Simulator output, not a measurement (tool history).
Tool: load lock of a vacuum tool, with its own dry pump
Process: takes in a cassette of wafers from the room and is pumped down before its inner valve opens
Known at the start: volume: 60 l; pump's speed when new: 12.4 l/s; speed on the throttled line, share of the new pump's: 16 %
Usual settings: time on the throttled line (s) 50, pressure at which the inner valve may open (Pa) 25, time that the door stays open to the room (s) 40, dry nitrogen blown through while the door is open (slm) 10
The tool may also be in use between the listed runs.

run    hour  time on the throttled line (s)  pressure at which the inner valve may open (Pa)  time that the door stays open to the room (s)  dry nitrogen blown through while the door is open (slm)  incoming humidity of the room's air, %  time from the closed door until the inner valve may open (s)  rise of the pressure with all valves shut (Pa/min)
  1       0                              50                                               25                                             40                                                       10                                    40.8                                                          82.8                                               0.039
  2   100.5                              50                                               25                                             40                                                       10                                    45.3                                                          82.4                                               0.045
  3   210.6                              50                                               25                                             40                                                       10                                    47.6                                                          83.2                                               0.051
  4   305.1                              50                                               25                                             40                                                       17                                    41.1                                                          82.6                                               0.035
  5   389.5                              50                                               25                                             40                                                       17                                    41.4                                                          83.1                                               0.043
  6   505.3                              50                                               25                                             40                                                       10                                    49.9                                                          82.3                                               0.051
  7   562.7                              50                                               25                                             40                                                       10                                    44.6                                                          83.2                                               0.049
  8   682.5                              50                                               25                                             49                                                       10                                    44.5                                                          83.1                                                0.05
  9   738.8                              50                                               25                                             49                                                       10                                    46.3                                                          81.9                                               0.049
 10   823.8                              50                                               25                                            170                                                       10                                    43.5                                                          81.7                                               0.068
 11   912.8                              50                                               25                                            170                                                       10                                    48.1                                                          83.5                                               0.075
 12   999.4                              50                                               25                                            170                                                       10                                    45.3                                                          82.1                                                0.07
 13  1073.4                              50                                               25                                            170                                                       10                                    41.5                                                          83.1                                               0.068
 14  1165.1                              50                                               25                                            170                                                       10                                    45.8                                                          83.9                                                0.07
 15  1220.4                              50                                               25                                             40                                                        7                                    47.7                                                          82.9                                               0.065
 16  1291.2                              50                                               25                                             40                                                        7                                    42.3                                                          83.9                                               0.056
 17  1359.1                              50                                               25                                             40                                                        7                                    44.7                                                          83.3                                               0.052
 18    1443                              50                                               25                                             40                                                       10                                    45.4                                                          83.7                                               0.057
 19  1565.6                              50                                               36                                             40                                                       10                                    45.9                                                          81.2                                               0.056
 20  1654.2                              48                                               25                                             40                                                        7                                    44.2                                                          81.6                                               0.055
 21  1717.2                              28                                               26                                            134                                                       10                                    46.4                                                          64.7                                               0.071
 22  1815.9                              28                                               19                                             26                                                       19                                    44.1                                                          66.9                                               0.051
 23  1878.9                              50                                               25                                            115                                                       29                                    46.9                                                            84                                               0.055
 24  2006.3                              26                                               25                                             43                                                       10                                    45.2                                                          64.6                                                0.06
 25  2129.9                              67                                               25                                             40                                                       10                                    44.1                                                          97.5                                               0.058
 26  2213.9                              50                                               19                                             40                                                       10                                    48.4                                                          85.3                                               0.059
 27  2272.8                              50                                               19                                             40                                                       10                                    44.8                                                          85.9                                               0.062
 28  2387.1                              50                                               29                                             40                                                       16                                      45                                                          83.5                                               0.055
 29  2488.6                              50                                               25                                            136                                                       10                                    47.7                                                          83.3                                                0.08
 30  2613.6                              50                                               25                                            136                                                       10                                    44.3                                                          84.8                                               0.073
 31  2674.6                              59                                               25                                             64                                                        9                                    42.7                                                          92.8                                               0.067
 32    2743                              59                                               25                                             64                                                        9                                    45.3                                                          90.6                                               0.074
 33  2833.8                              59                                               25                                             64                                                        9                                    48.3                                                            91                                               0.073
 34  2886.8                              72                                               25                                             64                                                        7                                    42.6                                                         101.7                                               0.069
 35  2963.3                              35                                               39                                             28                                                       33                                    41.3                                                          69.5                                               0.048

Some steps in time from the closed door until the inner valve may open (s) between neighbouring runs. How much of each would the tool show without its hidden state too (settings, what came in, random variation), and how much is left for the hidden state, with any gauge scatter that isn't in both results?
The hidden state here: pump's speed, % of a new pump's; leak at the door's seal, Pa l/s; drift of the gauge itself on ready_s, %; drift of the gauge itself on rise_pa_min, %.
Run 21 -> 22: pressure at which the inner valve may open (Pa) 26 -> 19, time that the door stays open to the room (s) 134 -> 26, dry nitrogen blown through while the door is open (slm) 10 -> 19. time from the closed door until the inner valve may open (s) +2.2: hidden state +0.3, all else +1.9.
Run 22 -> 23: time on the throttled line (s) 28 -> 50, pressure at which the inner valve may open (Pa) 19 -> 25, time that the door stays open to the room (s) 26 -> 115, dry nitrogen blown through while the door is open (slm) 19 -> 29. time from the closed door until the inner valve may open (s) +17.1: hidden state -0.3, all else +17.4.
Run 23 -> 24: time on the throttled line (s) 50 -> 26, time that the door stays open to the room (s) 115 -> 43, dry nitrogen blown through while the door is open (slm) 29 -> 10. time from the closed door until the inner valve may open (s) -19.4: hidden state +0.2, all else -19.6.
Run 24 -> 25: time on the throttled line (s) 26 -> 67, time that the door stays open to the room (s) 43 -> 40. time from the closed door until the inner valve may open (s) +32.9: hidden state -0.2, all else +33.1.
Run 34 -> 35: time on the throttled line (s) 72 -> 35, pressure at which the inner valve may open (Pa) 25 -> 39, time that the door stays open to the room (s) 64 -> 28, dry nitrogen blown through while the door is open (slm) 7 -> 33. time from the closed door until the inner valve may open (s) -32.2: hidden state +0.3, all else -32.5.

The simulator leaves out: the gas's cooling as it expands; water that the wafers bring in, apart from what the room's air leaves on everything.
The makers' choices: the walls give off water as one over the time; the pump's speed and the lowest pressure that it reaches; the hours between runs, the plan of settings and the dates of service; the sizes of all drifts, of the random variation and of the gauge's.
